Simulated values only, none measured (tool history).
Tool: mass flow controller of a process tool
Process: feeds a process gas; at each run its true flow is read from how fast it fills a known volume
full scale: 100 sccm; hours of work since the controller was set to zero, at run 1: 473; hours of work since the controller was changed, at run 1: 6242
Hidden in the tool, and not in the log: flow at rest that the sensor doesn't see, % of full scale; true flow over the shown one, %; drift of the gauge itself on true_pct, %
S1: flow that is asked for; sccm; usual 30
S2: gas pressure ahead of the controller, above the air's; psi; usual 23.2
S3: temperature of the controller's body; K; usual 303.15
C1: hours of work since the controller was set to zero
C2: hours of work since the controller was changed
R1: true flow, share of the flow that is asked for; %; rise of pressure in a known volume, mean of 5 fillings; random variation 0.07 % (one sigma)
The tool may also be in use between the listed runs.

Run 1, hour 0.0: usual settings; C1 473; C2 6242. Result: R1 99.82 %.
Run 2, hour 293.1: usual settings; C1 588; C2 6358. Result: R1 99.67 %.
Run 3, hour 581.0: usual settings but S3 296.15 K; C1 702; C2 6471. Result: R1 100.35 %.
Run 4, hour 1049.1: usual settings but S1 39 sccm; C1 887; C2 6656. Result: R1 99.72 %.
Run 5, hour 1435.2: usual settings but S1 39 sccm; C1 1039; C2 6809. Result: R1 99.73 %.
Run 6, hour 1753.0: usual settings but S1 39 sccm; C1 1165; C2 6934. Result: R1 99.61 %.
Run 7, hour 2081.1: usual settings but S1 39 sccm; C1 1294; C2 7063. Result: R1 99.53 %.
Run 8, hour 2420.4: usual settings but S1 39 sccm; C1 1428; C2 7197. Result: R1 99.52 %.
Run 9, hour 2667.1: usual settings but S1 64 sccm, S2 30.5 psi, S3 304.15 K; C1 1525; C2 7295. Result: R1 99.62 %.
Run 10, hour 3159.4: usual settings but S1 64 sccm, S2 30.5 psi, S3 304.15 K; C1 1720; C2 7489. Result: R1 99.63 %.
Run 11, hour 3560.9: usual settings but S1 64 sccm, S2 30.5 psi, S3 304.15 K; C1 1878; C2 7648. Result: R1 99.64 %.
Run 12, hour 4013.6: usual settings but S1 48 sccm, S2 30.5 psi, S3 304.15 K; C1 2057; C2 7826. Result: R1 99.10 %.
Run 13, hour 4402.5: usual settings but S1 15 sccm, S2 38.0 psi, S3 298.15 K; C1 2210; C2 7980. Result: R1 96.01 %.
Run 14, hour 4703.9: usual settings but S3 301.15 K; C1 2329; C2 8099. Result: R1 98.60 %.
Run 15, hour 5207.1: usual settings but S1 13 sccm, S2 29.0 psi, S3 295.15 K; C1 2528; C2 8297. Result: R1 95.57 %.
Run 16, hour 5635.0: usual settings but S1 13 sccm, S2 29.0 psi, S3 295.15 K; C1 2697; C2 8466. Result: R1 95.32 %.

Hidden state or all else? Some run-to-run changes of R1, split into what the settings, what came in and random variation would give without the hidden state, and what is left for the hidden state (with any gauge scatter that isn't in both results):
Run 12 -> 13: S1 48 -> 15, S2 30.5 -> 38.0, S3 304.15 -> 298.15. R1 -3.09 %: hidden state -2.97, all else -0.12.
Run 14 -> 15: S1 30 -> 13, S2 23.2 -> 29.0, S3 301.15 -> 295.15. R1 -3.03 %: hidden state -3.28, all else +0.25.
